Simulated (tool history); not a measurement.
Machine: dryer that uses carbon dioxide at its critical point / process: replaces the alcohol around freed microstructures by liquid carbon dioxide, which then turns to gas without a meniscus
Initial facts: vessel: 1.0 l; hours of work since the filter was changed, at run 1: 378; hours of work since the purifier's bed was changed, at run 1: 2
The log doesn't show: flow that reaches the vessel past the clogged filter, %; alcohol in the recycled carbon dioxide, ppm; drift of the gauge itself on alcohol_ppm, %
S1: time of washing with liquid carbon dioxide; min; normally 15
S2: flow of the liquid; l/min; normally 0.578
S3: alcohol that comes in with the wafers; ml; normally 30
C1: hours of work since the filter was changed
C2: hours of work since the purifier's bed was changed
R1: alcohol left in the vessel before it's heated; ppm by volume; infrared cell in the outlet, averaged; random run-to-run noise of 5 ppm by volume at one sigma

run	hour	S1	S2	S3	C1	C2	R1
1	0.0	15	0.578	30	378	2	69
2	60.8	15	0.578	30	399	22	71
3	108.7	15	0.578	30	415	38	65
4	155.9	15	0.578	46	430	54	102
5	184.7	15	0.578	46	440	63	111
6	215.2	15	0.544	30	450	73	104
7	261.3	11	0.578	30	465	89	326
8	293.9	15	0.578	25	476	99	76
9	353.1	15	0.578	25	496	119	78
10	390.3	15	0.578	25	508	132	84
11	444.7	15	0.578	25	527	150	82
12	476.9	15	0.578	25	537	160	86
13	509.3	15	0.578	25	548	171	76
14	576.0	15	0.578	30	570	193	100
# hour 610.7: inlet filter changed
15	635.3	15	0.578	30	8	213	86
16	683.3	15	0.578	30	24	229	89
17	717.6	14	0.821	38	36	240	55
18	750.3	12	0.628	40	46	251	182
19	814.6	15	0.399	30	68	273	390
20	844.1	15	0.399	30	78	282	391
21	872.6	24	0.621	74	87	292	68
22	937.5	15	0.578	21	109	314	101
23	972.3	15	0.362	21	120	325	438
24	1024.4	15	0.362	21	138	343	440
25	1060.4	15	0.658	54	150	355	110
26	1113.4	19	0.578	30	167	372	87
27	1170.0	20	0.746	30	186	391	81
28	1216.2	20	0.746	30	202	406	83
29	1278.8	12	0.653	54	223	427	245
30	1321.1	12	0.653	54	237	441	247

Below, each run's measurement less what the same run would have read without the hidden state. Both values contain the same run-to-run variation, but the gauge's scatter may not be the same in both:
run	R1
1	+14
2	+20
3	+24
4	+38
5	+40
6	+38
7	+92
8	+35
9	+41
10	+43
11	+48
12	+51
13	+52
14	+60
15	+41
16	+46
17	+48
18	+54
19	+68
20	+73
21	+56
22	+65
23	+89
24	+95
25	+74
26	+74
27	+75
28	+77
29	+110
30	+112
